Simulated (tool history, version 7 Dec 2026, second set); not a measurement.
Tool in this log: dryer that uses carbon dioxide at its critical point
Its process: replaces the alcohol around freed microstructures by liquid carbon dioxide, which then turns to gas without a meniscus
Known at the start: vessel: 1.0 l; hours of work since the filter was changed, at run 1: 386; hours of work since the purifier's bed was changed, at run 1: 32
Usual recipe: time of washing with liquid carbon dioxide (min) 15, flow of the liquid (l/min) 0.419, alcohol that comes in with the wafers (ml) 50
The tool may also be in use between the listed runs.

| run | day | time of washing with liquid carbon dioxide (min) | flow of the liquid (l/min) | alcohol that comes in with the wafers (ml) | hours of work since the filter was changed | hours of work since the purifier's bed was changed | alcohol left in the vessel before it's heated (ppm by volume) |
|---|---|---|---|---|---|---|---|
| 1 | 0 | 15 | 0.419 | 50 | 386 | 32 | 327 |
| 2 | 0.238 | 15 | 0.419 | 50 | 390 | 37 | 318 |
| 3 | 0.404 | 15 | 0.419 | 50 | 393 | 40 | 329 |
| 4 | 0.812 | 9 | 0.419 | 50 | 401 | 47 | 2441 |
| 5 | 1.083 | 9 | 0.419 | 50 | 406 | 52 | 2396 |
| 6 | 1.371 | 9 | 0.419 | 50 | 411 | 58 | 2467 |
| 7 | 1.567 | 9 | 0.419 | 50 | 415 | 62 | 2446 |
| 8 | 1.825 | 9 | 0.419 | 50 | 420 | 66 | 2486 |
| 9 | 2.075 | 9 | 0.419 | 50 | 424 | 71 | 2447 |
| 10 | 2.467 | 15 | 0.419 | 24 | 432 | 78 | 174 |
| 11 | 2.854 | 15 | 0.62 | 50 | 439 | 86 | 57 |
| 12 | 3.096 | 15 | 0.419 | 50 | 443 | 90 | 344 |
| 13 | 3.292 | 15 | 0.419 | 50 | 447 | 94 | 363 |
| 14 | 3.592 | 15 | 0.419 | 50 | 453 | 99 | 349 |
|  | 3.775 | inlet filter changed |
| 15 | 3.975 | 14 | 0.419 | 50 | 4 | 106 | 321 |
| 16 | 4.25 | 14 | 0.419 | 50 | 9 | 111 | 310 |
| 17 | 4.633 | 14 | 0.419 | 50 | 16 | 118 | 317 |
| 18 | 5.025 | 15 | 0.419 | 58 | 23 | 125 | 268 |
| 19 | 5.225 | 15 | 0.477 | 50 | 27 | 129 | 112 |
| 20 | 5.458 | 15 | 0.477 | 50 | 31 | 133 | 118 |
| 21 | 5.75 | 15 | 0.419 | 50 | 37 | 139 | 232 |
| 22 | 5.938 | 15 | 0.419 | 50 | 40 | 142 | 241 |
| 23 | 6.154 | 15 | 0.419 | 50 | 44 | 146 | 244 |
| 24 | 6.504 | 15 | 0.419 | 50 | 51 | 153 | 240 |
| 25 | 6.683 | 15 | 0.419 | 50 | 54 | 156 | 242 |
| 26 | 6.933 | 15 | 0.419 | 51 | 59 | 161 | 248 |
| 27 | 7.342 | 12 | 0.523 | 24 | 67 | 169 | 140 |
| 28 | 7.542 | 17 | 0.615 | 27 | 70 | 172 | 37 |
| 29 | 7.9 | 13 | 0.259 | 27 | 77 | 179 | 1466 |
| 30 | 8.238 | 13 | 0.259 | 27 | 83 | 185 | 1473 |
| 31 | 8.542 | 21 | 0.61 | 23 | 89 | 191 | 28 |
| 32 | 8.804 | 14 | 0.365 | 50 | 94 | 196 | 627 |
| 33 | 9.138 | 14 | 0.261 | 50 | 100 | 202 | 2141 |
| 34 | 9.329 | 14 | 0.261 | 50 | 104 | 206 | 2126 |
| 35 | 9.525 | 14 | 0.261 | 50 | 107 | 209 | 2131 |
| 36 | 9.854 | 11 | 0.419 | 50 | 113 | 215 | 990 |
| 37 | 10.075 | 9 | 0.574 | 48 | 118 | 220 | 643 |
| 38 | 10.317 | 15 | 0.417 | 50 | 122 | 224 | 270 |
| 39 | 10.633 | 15 | 0.417 | 50 | 128 | 230 | 276 |
| 40 | 10.967 | 10 | 0.678 | 50 | 134 | 236 | 193 |
| 41 | 11.225 | 10 | 0.472 | 22 | 139 | 241 | 450 |
| 42 | 11.575 | 10 | 0.642 | 50 | 146 | 248 | 262 |
| 43 | 11.929 | 12 | 0.508 | 50 | 152 | 254 | 322 |
| 44 | 12.188 | 10 | 0.264 | 39 | 157 | 259 | 4183 |
| 45 | 12.446 | 20 | 0.61 | 89 | 162 | 264 | 45 |
| 46 | 12.642 | 13 | 0.561 | 67 | 166 | 268 | 177 |
| 47 | 12.912 | 15 | 0.606 | 35 | 171 | 273 | 63 |
| 48 | 13.246 | 12 | 0.58 | 50 | 177 | 279 | 185 |

What would each run have given without the hidden state, its run-to-run variation left as it was?
Hidden state at play: flow that reaches the vessel past the clogged filter, %; alcohol in the recycled carbon dioxide, ppm; drift of the gauge itself on alcohol_ppm, %.
| run | alcohol left in the vessel before it's heated (ppm by volume) |
|---|---|
| 1 | 209 |
| 2 | 202 |
| 3 | 207 |
| 4 | 1840 |
| 5 | 1802 |
| 6 | 1848 |
| 7 | 1827 |
| 8 | 1851 |
| 9 | 1814 |
| 10 | 100 |
| 11 | 28 |
| 12 | 199 |
| 13 | 213 |
| 14 | 202 |
| 15 | 300 |
| 16 | 287 |
| 17 | 291 |
| 18 | 240 |
| 19 | 89 |
| 20 | 94 |
| 21 | 201 |
| 22 | 208 |
| 23 | 210 |
| 24 | 203 |
| 25 | 204 |
| 26 | 208 |
| 27 | 107 |
| 28 | 12 |
| 29 | 1363 |
| 30 | 1364 |
| 31 | 2 |
| 32 | 543 |
| 33 | 1958 |
| 34 | 1939 |
| 35 | 1939 |
| 36 | 865 |
| 37 | 542 |
| 38 | 207 |
| 39 | 208 |
| 40 | 136 |
| 41 | 366 |
| 42 | 191 |
| 43 | 239 |
| 44 | 3821 |
| 45 | 8 |
| 46 | 112 |
| 47 | 21 |
| 48 | 117 |
